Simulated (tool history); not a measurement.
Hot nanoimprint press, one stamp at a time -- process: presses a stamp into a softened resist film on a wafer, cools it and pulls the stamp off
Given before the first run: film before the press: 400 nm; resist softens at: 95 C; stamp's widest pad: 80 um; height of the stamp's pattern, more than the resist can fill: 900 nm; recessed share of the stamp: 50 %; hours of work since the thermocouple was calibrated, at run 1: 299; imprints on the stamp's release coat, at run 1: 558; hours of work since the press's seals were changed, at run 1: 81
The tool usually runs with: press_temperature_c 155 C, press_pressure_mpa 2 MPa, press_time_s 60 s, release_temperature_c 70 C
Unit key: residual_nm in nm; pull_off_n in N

run	hour	press_temperature_c	press_pressure_mpa	press_time_s	release_temperature_c	hours of work since the thermocouple was calibrated	imprints on the stamp's release coat	hours of work since the press's seals were changed	residual_nm	pull_off_n
1	0	155	2	60	70	299	558	81	163.1	256
2	6.3	155	2	56	70	302	573	84	167.6	259
3	12.8	155	2	56	70	306	589	88	166.9	257
4	19.4	167	2	60	70	310	605	91	105.6	255
5	25.8	147	2	60	70	313	620	95	222.5	262
6	33.3	163	2	60	70	317	638	99	121	267
7	40.6	163	2	60	70	321	656	103	121.5	271
8	46.5	163	2	60	70	324	671	106	122.1	270
9	56.2	155	2	60	70	330	694	111	164	269
10	66.1	155	2	60	70	335	718	117	164.6	277
11	72.5	155	2	60	70	339	733	120	164.5	277
12	81.8	155	2	60	70	344	756	125	164.8	287
13	91.7	155	2	60	70	349	780	131	164.6	284
14	96.1	155	2.67	60	70	352	791	133	141.6	281
# hour 99.7: plate thermocouple calibrated
15	105.9	155	1.54	60	70	3	807	137	189.1	285
16	113.1	155	2	48	61	7	824	141	182.2	342
17	122.8	155	2	48	61	13	848	146	182.7	341
# hour 126.6: plate thermocouple calibrated, once more
18	132.8	155	2	48	61	3	865	150	171.5	325
19	140	155	1.36	48	61	7	882	154	205.8	321
20	147.8	155	1.36	48	61	12	901	158	205.4	339
21	153.7	155	1.36	48	61	15	915	161	205.5	328
22	163.9	155	1.36	48	61	20	940	167	204.2	346
23	168.1	155	2	60	74	23	950	169	158.1	271
24	177.9	155	2.08	105	74	28	974	174	124.8	270
25	187.9	155	2.08	105	74	33	998	180	125.2	288
26	192.1	161	2	60	70	36	1008	182	127.3	305
27	198.6	166	2.52	51	69	39	1024	186	100.7	299
28	205.5	164	2.52	31	67	43	1041	190	131.5	308
29	214.7	164	2.52	31	67	48	1063	195	132.7	333

Results for each run, recomputed without the tool's hidden state and with each run's random variation untouched:
Unlogged tool condition in this case: true temperature over the reading, C; pressure that arrives at the usual setting, %; grip of the stamp's worn release coat, % over a new coat's; drift of the gauge itself on residual_nm, %; drift of the gauge itself on pull_off_n, %.
run	residual_nm	pull_off_n
1	155.6	201
2	159.9	202
3	159.1	199
4	101.1	196
5	212	201
6	115.5	204
7	115.8	205
8	116.3	203
9	155.7	201
10	156.3	205
11	156	204
12	156.2	209
13	155.9	205
14	133.4	202
15	176.5	202
16	169.5	242
17	169.9	239
18	169.6	232
19	204	228
20	203.5	240
21	203.6	230
22	202.1	241
23	155.8	188
24	122.7	186
25	123.1	196
26	125.3	207
27	98.8	202
28	128.9	206
29	130	222
